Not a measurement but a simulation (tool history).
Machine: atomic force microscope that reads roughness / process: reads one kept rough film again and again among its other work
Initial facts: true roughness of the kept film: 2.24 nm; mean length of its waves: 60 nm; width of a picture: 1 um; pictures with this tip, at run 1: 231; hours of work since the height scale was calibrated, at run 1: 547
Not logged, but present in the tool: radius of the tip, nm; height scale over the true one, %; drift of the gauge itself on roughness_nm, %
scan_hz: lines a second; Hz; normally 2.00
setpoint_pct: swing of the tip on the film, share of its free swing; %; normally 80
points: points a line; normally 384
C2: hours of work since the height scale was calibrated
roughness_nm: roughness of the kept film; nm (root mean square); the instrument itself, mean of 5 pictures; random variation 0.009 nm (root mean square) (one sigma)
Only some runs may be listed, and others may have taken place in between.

{"run": 1, "hour": 0.0, "scan_hz": 2.0, "setpoint_pct": 80, "points": 384, "pictures with this tip": 231, "C2": 547, "roughness_nm": 1.987}
{"run": 2, "hour": 56.2, "scan_hz": 2.0, "setpoint_pct": 80, "points": 384, "pictures with this tip": 304, "C2": 571, "roughness_nm": 1.974}
{"hour": 61.3, "done": "new tip fitted"}
{"run": 3, "hour": 126.1, "scan_hz": 1.43, "setpoint_pct": 80, "points": 384, "pictures with this tip": 84, "C2": 600, "roughness_nm": 2.051}
{"run": 4, "hour": 167.9, "scan_hz": 1.43, "setpoint_pct": 80, "points": 384, "pictures with this tip": 138, "C2": 617, "roughness_nm": 2.04}
{"run": 5, "hour": 213.3, "scan_hz": 2.0, "setpoint_pct": 80, "points": 384, "pictures with this tip": 197, "C2": 636, "roughness_nm": 1.983}
{"run": 6, "hour": 268.6, "scan_hz": 2.0, "setpoint_pct": 80, "points": 557, "pictures with this tip": 268, "C2": 659, "roughness_nm": 1.984}
{"hour": 303.7, "done": "new tip fitted"}
{"run": 7, "hour": 331.8, "scan_hz": 2.09, "setpoint_pct": 80, "points": 384, "pictures with this tip": 37, "C2": 686, "roughness_nm": 1.992}
{"run": 8, "hour": 405.0, "scan_hz": 2.0, "setpoint_pct": 80, "points": 384, "pictures with this tip": 132, "C2": 716, "roughness_nm": 1.991}
{"run": 9, "hour": 453.9, "scan_hz": 2.0, "setpoint_pct": 80, "points": 384, "pictures with this tip": 195, "C2": 737, "roughness_nm": 1.988}
{"run": 10, "hour": 528.3, "scan_hz": 2.0, "setpoint_pct": 76, "points": 467, "pictures with this tip": 291, "C2": 768, "roughness_nm": 1.998}
{"hour": 542.2, "done": "new tip fitted"}
{"run": 11, "hour": 585.2, "scan_hz": 2.66, "setpoint_pct": 83, "points": 557, "pictures with this tip": 55, "C2": 791, "roughness_nm": 1.916}
{"run": 12, "hour": 671.1, "scan_hz": 2.66, "setpoint_pct": 83, "points": 557, "pictures with this tip": 167, "C2": 827, "roughness_nm": 1.912}
{"run": 13, "hour": 752.6, "scan_hz": 1.83, "setpoint_pct": 83, "points": 996, "pictures with this tip": 273, "C2": 862, "roughness_nm": 1.969}
{"hour": 784.3, "done": "new tip fitted"}
{"run": 14, "hour": 821.1, "scan_hz": 1.31, "setpoint_pct": 83, "points": 298, "pictures with this tip": 48, "C2": 890, "roughness_nm": 2.056}
{"run": 15, "hour": 876.4, "scan_hz": 1.31, "setpoint_pct": 83, "points": 298, "pictures with this tip": 119, "C2": 913, "roughness_nm": 2.02}
{"run": 16, "hour": 946.3, "scan_hz": 3.44, "setpoint_pct": 83, "points": 619, "pictures with this tip": 210, "C2": 942, "roughness_nm": 1.822}

What if the next run were any one of these 4? Each begins from the tool's condition after run 16:
{"run": "A", "hour": 1013.7, "scan_hz": 0.6, "setpoint_pct": 68, "points": 289, "pictures with this tip": 297, "C2": 971, "roughness_nm": "?"}
{"run": "B", "hour": 1013.7, "scan_hz": 3.44, "setpoint_pct": 83, "points": 814, "pictures with this tip": 297, "C2": 971, "roughness_nm": "?"}
{"run": "C", "hour": 1013.7, "scan_hz": 2.52, "setpoint_pct": 83, "points": 619, "pictures with this tip": 297, "C2": 971, "roughness_nm": "?"}
{"run": "D", "hour": 1013.7, "scan_hz": 1.94, "setpoint_pct": 83, "points": 512, "pictures with this tip": 297, "C2": 971, "roughness_nm": "?"}

run=A roughness_nm=2.136
run=B roughness_nm=1.824
run=C roughness_nm=1.879
run=D roughness_nm=1.943
With no hidden state in the tool, these same runs would have given:
run=A roughness_nm=2.191
run=B roughness_nm=1.871
run=C roughness_nm=1.928
run=D roughness_nm=1.994
